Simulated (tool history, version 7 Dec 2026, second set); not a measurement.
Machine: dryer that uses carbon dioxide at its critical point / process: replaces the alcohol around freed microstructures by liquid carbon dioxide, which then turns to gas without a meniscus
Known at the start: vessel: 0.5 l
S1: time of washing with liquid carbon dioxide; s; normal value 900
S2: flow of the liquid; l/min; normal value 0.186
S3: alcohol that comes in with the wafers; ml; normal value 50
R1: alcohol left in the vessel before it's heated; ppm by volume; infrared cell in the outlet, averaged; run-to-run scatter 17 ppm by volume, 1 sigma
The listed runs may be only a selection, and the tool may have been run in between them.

{"run": 1, "hour": 0.0, "S1": 900, "S2": 0.186, "S3": 50, "R1": 1287}
{"run": 2, "hour": 42.9, "S1": 900, "S2": 0.127, "S3": 50, "R1": 5234}
{"run": 3, "hour": 64.8, "S1": 900, "S2": 0.127, "S3": 50, "R1": 5193}
{"run": 4, "hour": 93.9, "S1": 900, "S2": 0.212, "S3": 50, "R1": 758}
{"run": 5, "hour": 122.5, "S1": 900, "S2": 0.267, "S3": 50, "R1": 254}
{"run": 6, "hour": 152.8, "S1": 900, "S2": 0.267, "S3": 50, "R1": 255}
{"run": 7, "hour": 199.4, "S1": 900, "S2": 0.228, "S3": 50, "R1": 595}
{"run": 8, "hour": 236.2, "S1": 900, "S2": 0.228, "S3": 50, "R1": 598}
{"run": 9, "hour": 268.9, "S1": 900, "S2": 0.228, "S3": 50, "R1": 644}
{"run": 10, "hour": 302.7, "S1": 900, "S2": 0.186, "S3": 50, "R1": 1665}
{"run": 11, "hour": 332.2, "S1": 900, "S2": 0.186, "S3": 47, "R1": 1574}
{"run": 12, "hour": 364.6, "S1": 900, "S2": 0.186, "S3": 50, "R1": 1704}
{"run": 13, "hour": 393.6, "S1": 900, "S2": 0.186, "S3": 50, "R1": 1715}
{"run": 14, "hour": 422.3, "S1": 900, "S2": 0.186, "S3": 50, "R1": 1203}
{"run": 15, "hour": 454.1, "S1": 900, "S2": 0.186, "S3": 41, "R1": 1033}
{"run": 16, "hour": 498.2, "S1": 900, "S2": 0.186, "S3": 41, "R1": 1033}
{"run": 17, "hour": 535.1, "S1": 900, "S2": 0.186, "S3": 41, "R1": 1082}
{"run": 18, "hour": 566.3, "S1": 900, "S2": 0.186, "S3": 41, "R1": 1113}
{"run": 19, "hour": 601.8, "S1": 900, "S2": 0.186, "S3": 41, "R1": 1129}
{"run": 20, "hour": 649.2, "S1": 900, "S2": 0.242, "S3": 50, "R1": 443}
{"run": 21, "hour": 687.4, "S1": 900, "S2": 0.242, "S3": 50, "R1": 436}
{"run": 22, "hour": 730.9, "S1": 900, "S2": 0.186, "S3": 99, "R1": 2913}
{"run": 23, "hour": 781.4, "S1": 840, "S2": 0.121, "S3": 105, "R1": 16654}
{"run": 24, "hour": 818.1, "S1": 840, "S2": 0.157, "S3": 23, "R1": 1828}
{"run": 25, "hour": 850.8, "S1": 600, "S2": 0.251, "S3": 43, "R1": 2061}
{"run": 26, "hour": 889.7, "S1": 900, "S2": 0.22, "S3": 114, "R1": 1793}
{"run": 27, "hour": 933.1, "S1": 900, "S2": 0.116, "S3": 58, "R1": 9297}
{"run": 28, "hour": 966.6, "S1": 780, "S2": 0.242, "S3": 23, "R1": 534}
{"run": 29, "hour": 1012.6, "S1": 660, "S2": 0.186, "S3": 21, "R1": 1629}
{"run": 30, "hour": 1054.1, "S1": 1080, "S2": 0.239, "S3": 50, "R1": 181}
{"run": 31, "hour": 1081.9, "S1": 540, "S2": 0.207, "S3": 30, "R1": 3157}
{"run": 32, "hour": 1106.9, "S1": 840, "S2": 0.186, "S3": 80, "R1": 2759}
{"run": 33, "hour": 1135.4, "S1": 840, "S2": 0.116, "S3": 37, "R1": 5863}
{"run": 34, "hour": 1160.0, "S1": 840, "S2": 0.116, "S3": 37, "R1": 6151}
{"run": 35, "hour": 1186.9, "S1": 540, "S2": 0.121, "S3": 50, "R1": 19336}
{"run": 36, "hour": 1231.0, "S1": 660, "S2": 0.132, "S3": 50, "R1": 10525}
{"run": 37, "hour": 1255.9, "S1": 1260, "S2": 0.203, "S3": 54, "R1": 250}
{"run": 38, "hour": 1286.3, "S1": 1260, "S2": 0.203, "S3": 54, "R1": 243}
{"run": 39, "hour": 1337.9, "S1": 900, "S2": 0.236, "S3": 108, "R1": 1026}
{"run": 40, "hour": 1381.8, "S1": 900, "S2": 0.141, "S3": 78, "R1": 6547}
{"run": 41, "hour": 1417.5, "S1": 1380, "S2": 0.186, "S3": 50, "R1": 248}
{"run": 42, "hour": 1463.0, "S1": 780, "S2": 0.112, "S3": 94, "R1": 22181}

Not shown: 2 entries that the log had between the listed runs. Between which runs, and how does the tool's hidden state differ before and after?
Between runs 13 and 14: inlet filter changed (hour 400.1)
  flow that reaches the vessel past the clogged filter, %: 90.6 -> 98.7; alcohol in the recycled carbon dioxide, ppm: 65.3 -> 66.3
  measured value less the no-hidden-state value, R1: +634 -> +125 ppm by volume
Between runs 28 and 29: inlet filter changed (hour 975.9)
  flow that reaches the vessel past the clogged filter, %: 89.9 -> 99.4; alcohol in the recycled carbon dioxide, ppm: 85 -> 86.5
  measured value less the no-hidden-state value, R1: +263 -> +111 ppm by volume

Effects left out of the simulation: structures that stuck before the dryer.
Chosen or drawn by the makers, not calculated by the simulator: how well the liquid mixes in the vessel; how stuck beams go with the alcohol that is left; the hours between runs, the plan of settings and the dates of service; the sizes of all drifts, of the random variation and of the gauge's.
